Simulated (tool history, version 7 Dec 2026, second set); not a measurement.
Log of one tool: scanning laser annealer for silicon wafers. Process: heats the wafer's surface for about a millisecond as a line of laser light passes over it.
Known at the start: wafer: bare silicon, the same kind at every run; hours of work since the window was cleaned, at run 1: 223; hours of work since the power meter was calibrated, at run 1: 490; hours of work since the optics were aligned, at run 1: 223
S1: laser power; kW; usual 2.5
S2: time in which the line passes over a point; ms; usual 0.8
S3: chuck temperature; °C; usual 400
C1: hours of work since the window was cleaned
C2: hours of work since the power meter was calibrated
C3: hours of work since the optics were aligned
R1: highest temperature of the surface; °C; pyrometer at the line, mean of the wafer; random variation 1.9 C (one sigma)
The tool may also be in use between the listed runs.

{"run": 1, "hour": 0.0, "S1": 2.5, "S2": 0.8, "S3": 400, "C1": 223, "C2": 490, "C3": 223, "R1": 1104}
{"run": 2, "hour": 22.4, "S1": 2.562, "S2": 0.8, "S3": 400, "C1": 233, "C2": 500, "C3": 233, "R1": 1120}
{"run": 3, "hour": 38.1, "S1": 2.5, "S2": 0.8, "S3": 400, "C1": 240, "C2": 507, "C3": 240, "R1": 1100}
{"run": 4, "hour": 58.4, "S1": 2.5, "S2": 0.8, "S3": 400, "C1": 249, "C2": 516, "C3": 249, "R1": 1099}
{"run": 5, "hour": 73.0, "S1": 2.402, "S2": 0.8, "S3": 400, "C1": 255, "C2": 523, "C3": 255, "R1": 1068}
{"run": 6, "hour": 94.0, "S1": 2.5, "S2": 0.8, "S3": 400, "C1": 264, "C2": 532, "C3": 264, "R1": 1096}
{"run": 7, "hour": 126.3, "S1": 2.5, "S2": 0.8, "S3": 400, "C1": 279, "C2": 547, "C3": 279, "R1": 1095}
{"run": 8, "hour": 140.7, "S1": 2.159, "S2": 0.8, "S3": 400, "C1": 285, "C2": 553, "C3": 285, "R1": 994}
{"run": 9, "hour": 156.4, "S1": 2.159, "S2": 0.8, "S3": 400, "C1": 292, "C2": 560, "C3": 292, "R1": 991}
{"run": 10, "hour": 178.4, "S1": 2.159, "S2": 0.8, "S3": 400, "C1": 302, "C2": 570, "C3": 302, "R1": 987}
{"run": 11, "hour": 206.9, "S1": 2.159, "S2": 0.8, "S3": 400, "C1": 315, "C2": 583, "C3": 315, "R1": 993}
{"run": 12, "hour": 240.1, "S1": 2.159, "S2": 0.8, "S3": 400, "C1": 330, "C2": 597, "C3": 330, "R1": 991}
{"run": 13, "hour": 266.6, "S1": 2.159, "S2": 0.8, "S3": 400, "C1": 341, "C2": 609, "C3": 341, "R1": 986}
{"run": 14, "hour": 285.5, "S1": 2.5, "S2": 0.8, "S3": 420, "C1": 350, "C2": 618, "C3": 350, "R1": 1106}
{"run": 15, "hour": 312.2, "S1": 2.54, "S2": 0.8, "S3": 420, "C1": 362, "C2": 630, "C3": 362, "R1": 1120}
{"run": 16, "hour": 325.9, "S1": 2.54, "S2": 0.745, "S3": 420, "C1": 368, "C2": 636, "C3": 368, "R1": 1095}
{"run": 17, "hour": 340.6, "S1": 2.54, "S2": 0.745, "S3": 420, "C1": 374, "C2": 642, "C3": 374, "R1": 1091}
{"run": 18, "hour": 372.9, "S1": 2.54, "S2": 0.745, "S3": 420, "C1": 389, "C2": 657, "C3": 389, "R1": 1094}
{"hour": 387.2, "done": "window over the wafer cleaned"}
{"run": 19, "hour": 388.8, "S1": 2.647, "S2": 0.8, "S3": 400, "C1": 1, "C2": 663, "C3": 395, "R1": 1173}
{"run": 20, "hour": 403.8, "S1": 2.647, "S2": 0.8, "S3": 400, "C1": 7, "C2": 669, "C3": 402, "R1": 1169}
{"run": 21, "hour": 420.9, "S1": 2.647, "S2": 0.8, "S3": 400, "C1": 15, "C2": 677, "C3": 409, "R1": 1168}
{"run": 22, "hour": 439.8, "S1": 2.647, "S2": 0.8, "S3": 400, "C1": 23, "C2": 685, "C3": 418, "R1": 1166}
{"run": 23, "hour": 454.8, "S1": 2.647, "S2": 0.8, "S3": 400, "C1": 30, "C2": 692, "C3": 424, "R1": 1166}
{"hour": 462.2, "done": "optics aligned, line set to its width"}
{"run": 24, "hour": 488.4, "S1": 2.478, "S2": 0.8, "S3": 434, "C1": 43, "C2": 705, "C3": 12, "R1": 1143}
{"run": 25, "hour": 515.0, "S1": 2.136, "S2": 0.85, "S3": 403, "C1": 55, "C2": 717, "C3": 24, "R1": 1019}
{"run": 26, "hour": 538.2, "S1": 2.44, "S2": 0.639, "S3": 387, "C1": 65, "C2": 727, "C3": 34, "R1": 1010}
{"hour": 564.8, "done": "optics aligned, line set to its width, once more"}
{"run": 27, "hour": 570.0, "S1": 2.5, "S2": 0.723, "S3": 400, "C1": 77, "C2": 739, "C3": 2, "R1": 1092}
{"run": 28, "hour": 597.8, "S1": 2.408, "S2": 0.723, "S3": 400, "C1": 89, "C2": 751, "C3": 15, "R1": 1060}
{"run": 29, "hour": 616.8, "S1": 2.408, "S2": 0.723, "S3": 400, "C1": 98, "C2": 760, "C3": 23, "R1": 1059}
{"run": 30, "hour": 650.3, "S1": 2.306, "S2": 0.827, "S3": 372, "C1": 113, "C2": 775, "C3": 38, "R1": 1040}
{"run": 31, "hour": 665.4, "S1": 2.673, "S2": 0.893, "S3": 400, "C1": 119, "C2": 782, "C3": 45, "R1": 1214}
{"run": 32, "hour": 699.0, "S1": 2.673, "S2": 0.893, "S3": 400, "C1": 134, "C2": 796, "C3": 60, "R1": 1213}
{"run": 33, "hour": 727.6, "S1": 2.335, "S2": 0.784, "S3": 400, "C1": 147, "C2": 809, "C3": 73, "R1": 1055}
{"run": 34, "hour": 746.7, "S1": 2.279, "S2": 0.8, "S3": 397, "C1": 156, "C2": 818, "C3": 81, "R1": 1041}
{"run": 35, "hour": 778.2, "S1": 2.5, "S2": 0.782, "S3": 390, "C1": 170, "C2": 832, "C3": 95, "R1": 1093}
{"run": 36, "hour": 810.4, "S1": 2.5, "S2": 0.782, "S3": 390, "C1": 184, "C2": 846, "C3": 109, "R1": 1093}
{"run": 37, "hour": 825.6, "S1": 2.573, "S2": 0.782, "S3": 367, "C1": 191, "C2": 853, "C3": 116, "R1": 1093}
{"run": 38, "hour": 853.3, "S1": 2.5, "S2": 0.893, "S3": 364, "C1": 203, "C2": 865, "C3": 129, "R1": 1106}
{"run": 39, "hour": 880.3, "S1": 2.5, "S2": 0.893, "S3": 426, "C1": 215, "C2": 877, "C3": 141, "R1": 1170}
{"run": 40, "hour": 900.6, "S1": 2.503, "S2": 0.636, "S3": 405, "C1": 224, "C2": 886, "C3": 150, "R1": 1040}

3 ways to go on from here, each from the tool as it stands after run 40. What would each give?
{"run": "A", "hour": 926.2, "S1": 2.506, "S2": 0.644, "S3": 384, "C1": 236, "C2": 898, "C3": 161, "R1": "?"}
{"run": "B", "hour": 926.2, "S1": 2.49, "S2": 0.798, "S3": 392, "C1": 236, "C2": 898, "C3": 161, "R1": "?"}
{"run": "C", "hour": 926.2, "S1": 2.503, "S2": 0.605, "S3": 405, "C1": 236, "C2": 898, "C3": 161, "R1": "?"}

run=A R1=1021
run=B R1=1092
run=C R1=1019
Without the tool's hidden state the same runs would have given:
run=A R1=1042
run=B R1=1115
run=C R1=1039

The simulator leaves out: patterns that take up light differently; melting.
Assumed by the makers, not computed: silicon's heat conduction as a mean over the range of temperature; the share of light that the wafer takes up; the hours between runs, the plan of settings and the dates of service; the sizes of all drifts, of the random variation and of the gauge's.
